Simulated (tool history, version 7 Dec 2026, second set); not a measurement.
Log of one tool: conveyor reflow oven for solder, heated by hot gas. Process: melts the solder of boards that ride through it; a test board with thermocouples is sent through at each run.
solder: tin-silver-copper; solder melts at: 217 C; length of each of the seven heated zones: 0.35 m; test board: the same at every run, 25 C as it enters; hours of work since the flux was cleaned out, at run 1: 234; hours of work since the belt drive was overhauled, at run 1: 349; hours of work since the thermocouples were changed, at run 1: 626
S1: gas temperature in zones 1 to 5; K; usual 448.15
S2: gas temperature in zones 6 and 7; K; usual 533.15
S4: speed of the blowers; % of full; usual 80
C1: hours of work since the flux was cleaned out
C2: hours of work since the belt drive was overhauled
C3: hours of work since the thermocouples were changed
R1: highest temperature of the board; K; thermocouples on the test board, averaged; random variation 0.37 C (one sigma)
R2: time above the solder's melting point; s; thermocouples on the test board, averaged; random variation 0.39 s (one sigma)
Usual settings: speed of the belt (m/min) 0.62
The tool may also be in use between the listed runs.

{"run": 1, "day": 0.0, "S1": 448.15, "S2": 533.15, "speed of the belt (m/min)": 0.62, "S4": 80, "C1": 234, "C2": 349, "C3": 626, "R1": 523.35, "R2": 50.9}
{"run": 2, "day": 0.329, "S1": 448.15, "S2": 533.15, "speed of the belt (m/min)": 0.62, "S4": 80, "C1": 238, "C2": 353, "C3": 630, "R1": 524.05, "R2": 51}
{"day": 0.958, "done": "flux residue cleaned out of gas plates and filters"}
{"run": 3, "day": 1.108, "S1": 448.15, "S2": 533.15, "speed of the belt (m/min)": 0.62, "S4": 63, "C1": 2, "C2": 361, "C3": 637, "R1": 521.95, "R2": 49.6}
{"run": 4, "day": 1.829, "S1": 448.15, "S2": 533.15, "speed of the belt (m/min)": 0.62, "S4": 63, "C1": 11, "C2": 370, "C3": 646, "R1": 521.55, "R2": 49}
{"run": 5, "day": 2.354, "S1": 448.15, "S2": 547.15, "speed of the belt (m/min)": 0.62, "S4": 63, "C1": 18, "C2": 376, "C3": 653, "R1": 533.85, "R2": 56.3}
{"run": 6, "day": 2.729, "S1": 448.15, "S2": 547.15, "speed of the belt (m/min)": 0.62, "S4": 63, "C1": 22, "C2": 381, "C3": 658, "R1": 533.75, "R2": 56.6}
{"run": 7, "day": 3.104, "S1": 448.15, "S2": 533.15, "speed of the belt (m/min)": 0.62, "S4": 80, "C1": 27, "C2": 386, "C3": 662, "R1": 523.95, "R2": 51.1}
{"run": 8, "day": 3.538, "S1": 448.15, "S2": 547.15, "speed of the belt (m/min)": 0.62, "S4": 80, "C1": 33, "C2": 391, "C3": 668, "R1": 536.15, "R2": 58}
{"run": 9, "day": 4.208, "S1": 448.15, "S2": 547.15, "speed of the belt (m/min)": 0.62, "S4": 80, "C1": 41, "C2": 400, "C3": 676, "R1": 537.45, "R2": 58.4}
{"run": 10, "day": 4.862, "S1": 448.15, "S2": 533.15, "speed of the belt (m/min)": 0.62, "S4": 80, "C1": 49, "C2": 408, "C3": 685, "R1": 522.65, "R2": 51.7}
{"run": 11, "day": 5.292, "S1": 448.15, "S2": 533.15, "speed of the belt (m/min)": 0.62, "S4": 51, "C1": 55, "C2": 413, "C3": 690, "R1": 518.75, "R2": 47}
{"run": 12, "day": 5.954, "S1": 461.15, "S2": 533.15, "speed of the belt (m/min)": 0.62, "S4": 80, "C1": 63, "C2": 422, "C3": 698, "R1": 525.95, "R2": 57.3}
{"run": 13, "day": 6.429, "S1": 448.15, "S2": 533.15, "speed of the belt (m/min)": 0.62, "S4": 80, "C1": 69, "C2": 428, "C3": 704, "R1": 523.65, "R2": 52.5}
{"run": 14, "day": 6.817, "S1": 448.15, "S2": 533.15, "speed of the belt (m/min)": 0.62, "S4": 80, "C1": 74, "C2": 433, "C3": 709, "R1": 523.85, "R2": 51.1}
{"run": 15, "day": 7.412, "S1": 448.15, "S2": 533.15, "speed of the belt (m/min)": 0.62, "S4": 80, "C1": 81, "C2": 440, "C3": 717, "R1": 523.35, "R2": 51.5}
{"run": 16, "day": 7.962, "S1": 438.15, "S2": 534.15, "speed of the belt (m/min)": 0.62, "S4": 50, "C1": 88, "C2": 447, "C3": 724, "R1": 517.85, "R2": 42.1}
{"run": 17, "day": 8.279, "S1": 438.15, "S2": 535.15, "speed of the belt (m/min)": 0.59, "S4": 51, "C1": 92, "C2": 451, "C3": 728, "R1": 520.15, "R2": 47.2}
{"run": 18, "day": 9.0, "S1": 438.15, "S2": 535.15, "speed of the belt (m/min)": 0.59, "S4": 51, "C1": 101, "C2": 460, "C3": 737, "R1": 519.75, "R2": 47.8}
{"run": 19, "day": 9.333, "S1": 438.15, "S2": 535.15, "speed of the belt (m/min)": 0.59, "S4": 87, "C1": 106, "C2": 464, "C3": 741, "R1": 526.15, "R2": 53.6}
{"run": 20, "day": 10.004, "S1": 453.15, "S2": 535.15, "speed of the belt (m/min)": 0.59, "S4": 87, "C1": 114, "C2": 473, "C3": 749, "R1": 528.05, "R2": 58.7}
{"run": 21, "day": 10.529, "S1": 453.15, "S2": 535.15, "speed of the belt (m/min)": 0.59, "S4": 87, "C1": 121, "C2": 479, "C3": 756, "R1": 527.95, "R2": 58.4}
{"run": 22, "day": 10.904, "S1": 448.15, "S2": 539.15, "speed of the belt (m/min)": 0.62, "S4": 76, "C1": 126, "C2": 484, "C3": 761, "R1": 528.75, "R2": 54.3}
{"run": 23, "day": 11.492, "S1": 448.15, "S2": 533.15, "speed of the belt (m/min)": 0.567, "S4": 80, "C1": 133, "C2": 491, "C3": 768, "R1": 526.05, "R2": 58.6}
{"run": 24, "day": 12.242, "S1": 438.15, "S2": 535.15, "speed of the belt (m/min)": 0.554, "S4": 70, "C1": 142, "C2": 501, "C3": 778, "R1": 525.25, "R2": 56}
{"run": 25, "day": 12.612, "S1": 438.15, "S2": 535.15, "speed of the belt (m/min)": 0.612, "S4": 58, "C1": 147, "C2": 506, "C3": 782, "R1": 521.15, "R2": 46.1}
{"run": 26, "day": 12.912, "S1": 448.15, "S2": 543.15, "speed of the belt (m/min)": 0.62, "S4": 61, "C1": 151, "C2": 509, "C3": 786, "R1": 529.65, "R2": 54.3}
{"run": 27, "day": 13.262, "S1": 452.15, "S2": 533.15, "speed of the belt (m/min)": 0.62, "S4": 56, "C1": 155, "C2": 514, "C3": 791, "R1": 521.05, "R2": 49.9}
{"run": 28, "day": 13.829, "S1": 460.15, "S2": 526.15, "speed of the belt (m/min)": 0.526, "S4": 56, "C1": 162, "C2": 521, "C3": 798, "R1": 519.35, "R2": 63.3}
{"run": 29, "day": 14.367, "S1": 436.15, "S2": 543.15, "speed of the belt (m/min)": 0.719, "S4": 80, "C1": 169, "C2": 528, "C3": 804, "R1": 527.35, "R2": 41.8}
{"run": 30, "day": 15.046, "S1": 436.15, "S2": 543.15, "speed of the belt (m/min)": 0.719, "S4": 80, "C1": 178, "C2": 536, "C3": 813, "R1": 527.55, "R2": 42.9}

Forecast each of these 3 alternatives for the next run:
{"run": "A", "day": 15.542, "S1": 436.15, "S2": 524.15, "speed of the belt (m/min)": 0.696, "S4": 80, "C1": 184, "C2": 543, "C3": 819, "R1": "?", "R2": "?"}
{"run": "B", "day": 15.542, "S1": 436.15, "S2": 543.15, "speed of the belt (m/min)": 0.548, "S4": 80, "C1": 184, "C2": 543, "C3": 819, "R1": "?", "R2": "?"}
{"run": "C", "day": 15.542, "S1": 441.15, "S2": 533.15, "speed of the belt (m/min)": 0.62, "S4": 80, "C1": 184, "C2": 543, "C3": 819, "R1": "?", "R2": "?"}

run=A R1=511.35 R2=32.9
run=B R1=533.95 R2=61.5
run=C R1=523.45 R2=49.1
Without the tool's hidden state the same runs would have given:
run=A R1=511.25 R2=32.8
run=B R1=533.85 R2=61.4
run=C R1=523.35 R2=49
